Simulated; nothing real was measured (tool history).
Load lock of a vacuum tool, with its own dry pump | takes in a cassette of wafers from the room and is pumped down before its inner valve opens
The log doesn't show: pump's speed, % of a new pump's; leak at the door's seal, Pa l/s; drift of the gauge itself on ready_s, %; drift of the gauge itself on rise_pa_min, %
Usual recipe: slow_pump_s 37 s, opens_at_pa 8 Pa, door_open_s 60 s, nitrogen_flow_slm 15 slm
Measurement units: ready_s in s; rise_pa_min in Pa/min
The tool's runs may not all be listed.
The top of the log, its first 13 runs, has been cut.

run     hour  slow_pump_s  opens_at_pa  door_open_s  nitrogen_flow_slm  hours that the pump has run since its overhaul  times that the door has closed on its seal  incoming humidity of the room's air, %  ready_s  rise_pa_min
 14   5922.2           37            8           60                 15                                           15712                                       15523                                    45.2       49        0.034
 15   6590.6           37            8           60                 15                                           16381                                       17377                                    48.7     48.9        0.036
 16   7127.4           37            8           60                 15                                           16917                                       18867                                    45.4     48.9        0.036
      7364.6  -- dry pump taken out, an overhauled one fitted
 17   7435.2           37            8           60                 15                                              71                                       19705                                    50.1     49.1        0.039
 18   7783.9           42            8           60                 15                                             419                                       20672                                    46.4     53.4        0.039
 19   8416.4           67            8           50                  9                                            1052                                       22427                                    44.7     75.7        0.043
 20   8722.8           67            8           50                  9                                            1358                                       23278                                    47.7       76        0.041
 21   9204.1           36           12          186                  4                                            1840                                       24613                                    47.5     47.3        0.083
 22   9932.6           74           14          198                 11                                            2568                                       26635                                    43.2       81        0.059
 23  10405.5           24            9          198                 11                                            3041                                       27947                                    44.9     37.5        0.066
 24  11073.6           21            8           60                 20                                            3709                                       29801                                    47.2     34.8        0.031
 25  11399.2           58            8          131                  6                                            4035                                       30705                                    47.7     67.4        0.067
 26  11913.4           24            9          153                  4                                            4549                                       32131                                    45.5     37.4        0.075
 27    12620           24            9           89                 21                                            5255                                       34092                                    48.3     37.3        0.041
 28  13186.2           24            9           89                 21                                            5822                                       35664                                    45.8     37.1        0.038
 29  13590.3           24            9           89                 21                                            6226                                       36785                                    45.1     37.3        0.036
 30  13949.8           24            9           89                 21                                            6585                                       37783                                    42.9     37.3        0.037
 31  14607.7           26            8           60                 28                                            7243                                       39608                                    43.3       39        0.026
 32  15176.8           38            7           60                 20                                            7812                                       41188                                    48.8     50.2        0.039
 33  15748.4           30            7          157                  5                                            8384                                       42774                                    43.4     43.1        0.072
 34    16114           19            8          134                 15                                            8749                                       43788                                    46.4       33        0.052
 35  16711.2           31            8           60                 15                                            9347                                       45446                                    43.8     43.6        0.038
 36  17409.4           33            6           60                 24                                           10045                                       47383                                    43.2     45.9        0.031

What if the next run were any one of these 5? Each begins from the tool's condition after run 36:
  A  17986.4           68           11           60                 38                                           10622                                       48984                                    44.8        ?            ?
  B  17986.4           51            6           36                 24                                           10622                                       48984                                    48.1        ?            ?
  C  17986.4           27            9           31                 24                                           10622                                       48984                                    44.8        ?            ?
  D  17986.4           48            8          200                 14                                           10622                                       48984                                    47.9        ?            ?
  E  17986.4           53            8           60                 37                                           10622                                       48984                                    45.8        ?            ?

run  ready_s  rise_pa_min
  A     76.1        0.028
  B     61.9        0.032
  C       40        0.025
  D     58.8        0.063
  E     63.2        0.027
Had the tool no hidden state, the same runs would have come out as:
run  ready_s  rise_pa_min
  A     76.1        0.028
  B     61.9        0.031
  C       40        0.024
  D     58.8        0.062
  E     63.2        0.026
